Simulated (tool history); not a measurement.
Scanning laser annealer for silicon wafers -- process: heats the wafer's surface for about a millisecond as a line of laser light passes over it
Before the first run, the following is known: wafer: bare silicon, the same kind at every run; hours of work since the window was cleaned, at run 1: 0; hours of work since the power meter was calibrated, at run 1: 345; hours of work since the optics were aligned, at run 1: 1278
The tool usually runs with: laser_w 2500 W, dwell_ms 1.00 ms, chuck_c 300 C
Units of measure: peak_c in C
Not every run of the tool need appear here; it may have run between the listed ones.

run     day  laser_w  dwell_ms  chuck_c  hours of work since the window was cleaned  hours of work since the power meter was calibrated  hours of work since the optics were aligned  peak_c
  1   0.000     2500      1.00      300                                           0                                                 345                                         1278    1110
  2   0.317     2500      1.00      300                                           5                                                 350                                         1283    1105
  3   0.633     2500      1.00      300                                          10                                                 355                                         1288    1109
  4   1.092     2500      0.90      300                                          18                                                 363                                         1295    1068
  5   1.583     2500      0.90      300                                          26                                                 371                                         1303    1063
  6   1.929     2500      1.00      300                                          31                                                 376                                         1309    1108
  7   2.358     2500      1.00      300                                          38                                                 383                                         1316    1110
  8   2.658     2500      1.00      300                                          43                                                 388                                         1321    1105
  9   3.158     2500      1.00      300                                          51                                                 396                                         1329    1107
 10   3.679     2251      1.00      300                                          59                                                 404                                         1337    1013
 11   4.171     2251      1.00      300                                          67                                                 412                                         1345    1013
 12   4.650     2251      1.00      300                                          75                                                 420                                         1353    1010
 13   5.050     2253      1.00      300                                          81                                                 426                                         1359    1013
 14   5.654     2253      1.00      300                                          91                                                 436                                         1369    1012
 15   6.188     2500      1.00      300                                         100                                                 445                                         1378    1103
 16   6.546     2500      1.00      300                                         106                                                 451                                         1383    1104
 17   6.825     2500      1.00      300                                         110                                                 455                                         1388    1101
 18   7.400     2251      1.13      278                                         119                                                 464                                         1397    1036
 19   7.679     2251      1.13      278                                         124                                                 469                                         1402    1036
 20   7.996     2251      1.13      278                                         129                                                 474                                         1407    1035
 21   8.550     2200      0.90      278                                         138                                                 483                                         1416     931
 22   9.058     2203      0.81      278                                         146                                                 491                                         1424     893
      9.658  -- optics aligned, line set to its width
 23   9.800     2687      0.87      300                                         155                                                 500                                            2    1124
 24  10.367     2529      0.83      322                                         164                                                 509                                           11    1073
 25  10.958     2429      1.00      281                                         173                                                 518                                           21    1071
 26  11.454     2193      1.04      335                                         181                                                 526                                           29    1050
 27  11.862     2193      1.04      335                                         188                                                 533                                           36    1047
 28  12.225     2285      0.87      338                                         194                                                 539                                           41    1017
 29  12.762     2386      1.21      300                                         202                                                 548                                           50    1152
 30  13.042     2199      1.21      315                                         207                                                 552                                           55    1087
 31  13.338     2500      1.00      319                                         212                                                 557                                           59    1135
 32  13.746     2645      1.21      264                                         218                                                 563                                           66    1233
 33  14.179     2368      1.00      312                                         225                                                 570                                           73    1074

What if the next run were any one of these 4? Each begins from the tool's condition after run 33:
  A  14.688     2368      1.08      310                                         234                                                 579                                           81       ?
  B  14.688     2188      0.98      293                                         234                                                 579                                           81       ?
  C  14.688     2368      0.74      312                                         234                                                 579                                           81       ?
  D  14.688     2368      1.00      281                                         234                                                 579                                           81       ?

run  peak_c
  A    1105
  B     978
  C     959
  D    1041
Without the tool's hidden state the same runs would have given:
run  peak_c
  A    1114
  B     986
  C     967
  D    1050
